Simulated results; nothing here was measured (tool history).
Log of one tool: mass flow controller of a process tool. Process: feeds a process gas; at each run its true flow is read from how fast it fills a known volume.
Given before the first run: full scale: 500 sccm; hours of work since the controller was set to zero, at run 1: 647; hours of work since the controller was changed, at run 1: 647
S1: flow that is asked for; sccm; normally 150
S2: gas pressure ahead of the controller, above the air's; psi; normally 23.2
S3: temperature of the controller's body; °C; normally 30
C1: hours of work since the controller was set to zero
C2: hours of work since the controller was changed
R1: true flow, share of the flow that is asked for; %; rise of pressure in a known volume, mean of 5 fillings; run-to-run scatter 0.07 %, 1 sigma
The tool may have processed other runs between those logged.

{"run": 1, "hour": 0.0, "S1": 150, "S2": 23.2, "S3": 30, "C1": 647, "C2": 647, "R1": 99.46}
{"run": 2, "hour": 78.0, "S1": 150, "S2": 23.2, "S3": 30, "C1": 680, "C2": 680, "R1": 99.35}
{"run": 3, "hour": 165.2, "S1": 150, "S2": 23.2, "S3": 30, "C1": 717, "C2": 717, "R1": 99.34}
{"run": 4, "hour": 249.2, "S1": 150, "S2": 23.2, "S3": 30, "C1": 752, "C2": 752, "R1": 99.39}
{"run": 5, "hour": 340.2, "S1": 366, "S2": 23.2, "S3": 30, "C1": 790, "C2": 790, "R1": 100.27}
{"run": 6, "hour": 416.6, "S1": 366, "S2": 23.2, "S3": 30, "C1": 822, "C2": 822, "R1": 100.32}
{"run": 7, "hour": 507.8, "S1": 366, "S2": 23.2, "S3": 30, "C1": 861, "C2": 861, "R1": 100.29}
{"run": 8, "hour": 554.9, "S1": 150, "S2": 23.2, "S3": 30, "C1": 880, "C2": 880, "R1": 99.63}
{"run": 9, "hour": 600.1, "S1": 150, "S2": 23.2, "S3": 30, "C1": 899, "C2": 899, "R1": 99.59}
{"run": 10, "hour": 647.1, "S1": 150, "S2": 23.2, "S3": 30, "C1": 919, "C2": 919, "R1": 99.56}
{"run": 11, "hour": 724.7, "S1": 150, "S2": 23.2, "S3": 30, "C1": 952, "C2": 952, "R1": 99.65}
{"run": 12, "hour": 811.7, "S1": 150, "S2": 23.2, "S3": 30, "C1": 988, "C2": 988, "R1": 99.76}
{"run": 13, "hour": 854.8, "S1": 150, "S2": 23.4, "S3": 30, "C1": 1006, "C2": 1006, "R1": 99.82}
{"run": 14, "hour": 929.4, "S1": 150, "S2": 23.4, "S3": 30, "C1": 1038, "C2": 1038, "R1": 99.95}
{"run": 15, "hour": 1028.7, "S1": 150, "S2": 34.1, "S3": 30, "C1": 1080, "C2": 1080, "R1": 99.28}
{"run": 16, "hour": 1086.9, "S1": 150, "S2": 23.2, "S3": 30, "C1": 1104, "C2": 1104, "R1": 99.82}
{"run": 17, "hour": 1128.9, "S1": 150, "S2": 23.2, "S3": 30, "C1": 1122, "C2": 1122, "R1": 99.93}
{"run": 18, "hour": 1216.1, "S1": 150, "S2": 23.2, "S3": 30, "C1": 1158, "C2": 1158, "R1": 99.88}
{"run": 19, "hour": 1278.8, "S1": 150, "S2": 23.2, "S3": 30, "C1": 1185, "C2": 1185, "R1": 99.81}
{"run": 20, "hour": 1320.0, "S1": 150, "S2": 23.2, "S3": 30, "C1": 1202, "C2": 1202, "R1": 99.9}
{"run": 21, "hour": 1368.2, "S1": 150, "S2": 23.2, "S3": 30, "C1": 1222, "C2": 1222, "R1": 99.96}
{"run": 22, "hour": 1412.0, "S1": 150, "S2": 23.2, "S3": 30, "C1": 1241, "C2": 1241, "R1": 100.08}
{"run": 23, "hour": 1499.4, "S1": 150, "S2": 38.6, "S3": 27, "C1": 1277, "C2": 1277, "R1": 99.31}
{"run": 24, "hour": 1579.3, "S1": 150, "S2": 38.6, "S3": 27, "C1": 1311, "C2": 1311, "R1": 99.2}
{"run": 25, "hour": 1660.6, "S1": 344, "S2": 29, "S3": 32, "C1": 1345, "C2": 1345, "R1": 100.49}
{"run": 26, "hour": 1754.4, "S1": 267, "S2": 37.4, "S3": 36, "C1": 1385, "C2": 1385, "R1": 100.26}
{"run": 27, "hour": 1798.7, "S1": 118, "S2": 36.4, "S3": 30, "C1": 1403, "C2": 1403, "R1": 99.78}
{"run": 28, "hour": 1898.2, "S1": 118, "S2": 36.4, "S3": 30, "C1": 1445, "C2": 1445, "R1": 99.86}
{"run": 29, "hour": 1951.9, "S1": 185, "S2": 21, "S3": 26, "C1": 1468, "C2": 1468, "R1": 100.08}
{"run": 30, "hour": 2008.9, "S1": 92, "S2": 23.2, "S3": 30, "C1": 1492, "C2": 1492, "R1": 100.54}
{"run": 31, "hour": 2076.1, "S1": 92, "S2": 23.2, "S3": 30, "C1": 1520, "C2": 1520, "R1": 100.66}
{"run": 32, "hour": 2158.0, "S1": 92, "S2": 23.2, "S3": 30, "C1": 1554, "C2": 1554, "R1": 100.63}
{"run": 33, "hour": 2229.7, "S1": 114, "S2": 27.3, "S3": 26, "C1": 1584, "C2": 1584, "R1": 100.15}
{"run": 34, "hour": 2272.9, "S1": 125, "S2": 31.2, "S3": 27, "C1": 1603, "C2": 1603, "R1": 99.99}
{"run": 35, "hour": 2321.7, "S1": 125, "S2": 31.2, "S3": 27, "C1": 1623, "C2": 1623, "R1": 100.28}
{"run": 36, "hour": 2372.7, "S1": 125, "S2": 31.2, "S3": 27, "C1": 1644, "C2": 1644, "R1": 99.98}
{"run": 37, "hour": 2458.8, "S1": 125, "S2": 31.2, "S3": 27, "C1": 1681, "C2": 1681, "R1": 100}
{"run": 38, "hour": 2556.7, "S1": 125, "S2": 31.2, "S3": 27, "C1": 1722, "C2": 1722, "R1": 100.06}
{"run": 39, "hour": 2615.2, "S1": 231, "S2": 23.2, "S3": 23, "C1": 1746, "C2": 1746, "R1": 100.19}
{"run": 40, "hour": 2676.8, "S1": 231, "S2": 23.2, "S3": 23, "C1": 1772, "C2": 1772, "R1": 100.13}
{"run": 41, "hour": 2737.4, "S1": 231, "S2": 23.2, "S3": 23, "C1": 1798, "C2": 1798, "R1": 100.24}

Each row is a separate what-if for the run after 41, all from the same tool condition, not one after another. Results?
{"run": "A", "hour": 2812.2, "S1": 150, "S2": 31.6, "S3": 30, "C1": 1829, "C2": 1829, "R1": "?"}
{"run": "B", "hour": 2812.2, "S1": 150, "S2": 27, "S3": 30, "C1": 1829, "C2": 1829, "R1": "?"}
{"run": "C", "hour": 2812.2, "S1": 435, "S2": 23.2, "S3": 30, "C1": 1829, "C2": 1829, "R1": "?"}
{"run": "D", "hour": 2812.2, "S1": 231, "S2": 39.5, "S3": 28, "C1": 1829, "C2": 1829, "R1": "?"}

run=A R1=100.12
run=B R1=100.36
run=C R1=101.36
run=D R1=99.89
The same runs, with their run-to-run variation unchanged, on a tool lacking any hidden condition would have given:
run=A R1=98.18
run=B R1=98.43
run=C R1=100.19
run=D R1=98.37

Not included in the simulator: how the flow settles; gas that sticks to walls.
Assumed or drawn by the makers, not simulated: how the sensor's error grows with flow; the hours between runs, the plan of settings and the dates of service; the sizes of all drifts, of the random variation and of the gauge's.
